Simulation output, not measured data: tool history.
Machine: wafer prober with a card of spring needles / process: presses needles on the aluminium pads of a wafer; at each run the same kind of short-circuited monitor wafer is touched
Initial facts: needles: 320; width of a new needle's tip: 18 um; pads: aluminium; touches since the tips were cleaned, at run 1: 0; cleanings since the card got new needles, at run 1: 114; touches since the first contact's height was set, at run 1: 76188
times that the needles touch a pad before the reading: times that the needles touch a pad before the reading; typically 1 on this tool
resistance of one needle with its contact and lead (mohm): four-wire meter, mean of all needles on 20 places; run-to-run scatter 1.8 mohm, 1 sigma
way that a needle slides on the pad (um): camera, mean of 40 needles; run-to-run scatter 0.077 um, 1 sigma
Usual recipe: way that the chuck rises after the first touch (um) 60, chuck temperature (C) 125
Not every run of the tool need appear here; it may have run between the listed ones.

run,hour,way that the chuck rises after the first touch (um),chuck temperature (C),times that the needles touch a pad before the reading,touches since the tips were cleaned,cleanings since the card got new needles,touches since the first contact's height was set,resistance of one needle with its contact and lead (mohm),way that a needle slides on the pad (um)
1,0.0,60,125,1,0,114,76188,187,16.56
# hour 7.9: tips cleaned on abrasive film
# hour 17.7: tips cleaned on abrasive film
# hour 25.5: tips cleaned on abrasive film
# hour 35.3: tips cleaned on abrasive film
# hour 45.1: tips cleaned on abrasive film
# hour 53.0: tips cleaned on abrasive film
# hour 60.8: tips cleaned on abrasive film
# hour 63.0: height of the first contact set anew
2,63.0,60,125,1,951,121,0,188,16.51
# hour 70.9: tips cleaned on abrasive film
# hour 80.7: tips cleaned on abrasive film
# hour 90.5: tips cleaned on abrasive film
# hour 98.4: tips cleaned on abrasive film
# hour 108.2: tips cleaned on abrasive film
# hour 118.0: tips cleaned on abrasive film
# hour 125.8: tips cleaned on abrasive film
3,132.0,60,94,1,3112,128,34333,181,16.48
# hour 134.1: tips cleaned on abrasive film
# hour 141.9: tips cleaned on abrasive film
# hour 151.7: tips cleaned on abrasive film
# hour 159.6: tips cleaned on abrasive film
# hour 167.4: tips cleaned on abrasive film
# hour 175.3: tips cleaned on abrasive film
# hour 185.1: tips cleaned on abrasive film
# hour 193.0: tips cleaned on abrasive film
# hour 202.8: tips cleaned on abrasive film
# hour 210.6: tips cleaned on abrasive film
# hour 218.5: tips cleaned on abrasive film
4,223.1,60,125,1,2325,139,79591,184,16.47
# hour 227.1: tips cleaned on abrasive film
# hour 236.9: tips cleaned on abrasive film
# hour 244.7: tips cleaned on abrasive film
# hour 254.5: tips cleaned on abrasive film
# hour 262.4: tips cleaned on abrasive film
# hour 272.2: tips cleaned on abrasive film
# hour 280.1: tips cleaned on abrasive film
# hour 280.4: height of the first contact set anew
# hour 290.2: tips cleaned on abrasive film
# hour 298.0: tips cleaned on abrasive film
5,298.4,60,125,1,200,148,8981,183,16.53
# hour 306.3: tips cleaned on abrasive film
# hour 316.1: tips cleaned on abrasive film
# hour 325.9: tips cleaned on abrasive film
# hour 333.8: tips cleaned on abrasive film
# hour 341.6: tips cleaned on abrasive film
# hour 351.4: tips cleaned on abrasive film
# hour 359.3: tips cleaned on abrasive film
# hour 369.1: tips cleaned on abrasive film
6,370.1,60,125,1,531,156,44639,187,16.44
# hour 378.0: tips cleaned on abrasive film
# hour 385.9: tips cleaned on abrasive film
# hour 397.9: card fitted with new needles
# hour 407.7: tips cleaned on abrasive film
# hour 417.5: tips cleaned on abrasive film
# hour 427.3: tips cleaned on abrasive film
# hour 435.1: tips cleaned on abrasive film
7,442.3,60,125,1,3589,4,22126,188,16.48
# hour 444.3: tips cleaned on abrasive film
# hour 454.1: tips cleaned on abrasive film
# hour 462.0: tips cleaned on abrasive film
# hour 471.8: tips cleaned on abrasive film
# hour 481.6: tips cleaned on abrasive film
# hour 489.4: tips cleaned on abrasive film
# hour 499.2: tips cleaned on abrasive film
# hour 507.1: tips cleaned on abrasive film
8,507.7,60,125,1,335,12,54659,186,16.50
# hour 515.6: tips cleaned on abrasive film
# hour 525.4: tips cleaned on abrasive film
# hour 533.3: tips cleaned on abrasive film
# hour 543.1: tips cleaned on abrasive film
# hour 550.9: tips cleaned on abrasive film
9,552.8,60,125,1,957,17,77082,188,16.49
# hour 560.7: tips cleaned on abrasive film
# hour 568.6: tips cleaned on abrasive film
# hour 578.4: tips cleaned on abrasive film
# hour 586.2: tips cleaned on abrasive film
# hour 596.0: tips cleaned on abrasive film
# hour 605.8: tips cleaned on abrasive film
# hour 615.6: tips cleaned on abrasive film
# hour 615.9: height of the first contact set anew
# hour 623.8: tips cleaned on abrasive film
10,625.6,60,125,1,918,25,4821,190,16.36
# hour 633.5: tips cleaned on abrasive film
# hour 643.3: tips cleaned on abrasive film
# hour 651.1: tips cleaned on abrasive film
# hour 660.9: tips cleaned on abrasive film
# hour 668.8: tips cleaned on abrasive film
# hour 676.6: tips cleaned on abrasive film
# hour 686.4: tips cleaned on abrasive film
# hour 694.3: tips cleaned on abrasive film
11,696.6,73,125,1,1138,33,40107,187,20.23

Run 12, settings as shown, results not yet in. Your forecast:
# hour 702.5: tips cleaned on abrasive film
# hour 712.3: tips cleaned on abrasive film
# hour 720.2: tips cleaned on abrasive film
# hour 730.0: tips cleaned on abrasive film
# hour 738.7: tips cleaned on abrasive film
12,738.7,73,125,1,0,38,61052,?,?

resistance of one needle with its contact and lead (mohm): 180
way that a needle slides on the pad (um): 20.03
The same run, on a tool lacking any hidden state, would have yielded resistance of one needle with its contact and lead (mohm) 180, way that a needle slides on the pad (um) 20.03.
